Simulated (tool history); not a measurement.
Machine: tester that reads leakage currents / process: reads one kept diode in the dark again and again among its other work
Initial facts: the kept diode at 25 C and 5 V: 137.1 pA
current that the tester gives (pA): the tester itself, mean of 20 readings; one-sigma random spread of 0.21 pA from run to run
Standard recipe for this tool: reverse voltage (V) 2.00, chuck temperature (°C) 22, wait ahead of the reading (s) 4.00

run    hour  reverse voltage (V)  chuck temperature (°C)  wait ahead of the reading (s)  current that the tester gives (pA)
  1     0.0                 2.00                      22                           4.00                               64.98
  2   100.0                 2.00                      22                           4.00                               64.73
  3   192.1                 2.00                      22                           4.00                               64.65
      203.4  -- chuck's temperature calibrated
  4   284.2                 2.00                      22                           4.00                               69.14
  5   393.6                 2.00                      22                           4.00                               69.30
  6   509.2                 2.00                      22                           4.00                               69.09
  7   659.6                 2.00                      22                           4.00                               69.00
  8   771.5                 2.00                      22                           4.00                               69.01
  9   897.9                 2.00                      22                           4.00                               68.69
 10  1035.2                 2.00                      22                           4.00                               68.93
 11  1130.2                 2.00                      22                           4.00                               68.52
 12  1250.7                 2.00                      22                           4.00                               68.32
 13  1360.1                 2.33                      45                           5.45                              565.13
 14  1434.6                16.78                      25                           4.00                              256.73
 15  1547.5                 2.00                      22                           0.42                               69.21
 16  1614.2                 2.00                      23                           7.82                               75.23
 17  1735.5                 1.56                      32                           0.34                              152.26
 18  1823.6                 5.58                      50                           4.46                             1269.22
 19  1985.3                 5.58                      50                           4.46                             1264.20
 20  2102.6                 5.58                      50                           4.46                             1258.48
 21  2170.1                 6.05                      22                           4.00                              117.88
 22  2297.3                 2.00                      43                           4.00                              438.53

3 options for the next run, each taken on its own from the tool as it stands now. Forecast them:
     2403.1  -- probe card cleaned and baked
  A  2463.2                 1.63                      22                           1.52                                   ?
     2403.1  -- probe card cleaned and baked
  B  2463.2                 6.84                      58                           0.78                                   ?
     2403.1  -- probe card cleaned and baked
  C  2463.2                10.50                      37                           0.70                                   ?

run  current that the tester gives (pA)
  A                               58.38
  B                             2584.71
  C                              550.86
Take away the tool's hidden state, keep each run's random variation, and the runs would have read:
run  current that the tester gives (pA)
  A                               62.10
  B                             2713.77
  C                              582.31

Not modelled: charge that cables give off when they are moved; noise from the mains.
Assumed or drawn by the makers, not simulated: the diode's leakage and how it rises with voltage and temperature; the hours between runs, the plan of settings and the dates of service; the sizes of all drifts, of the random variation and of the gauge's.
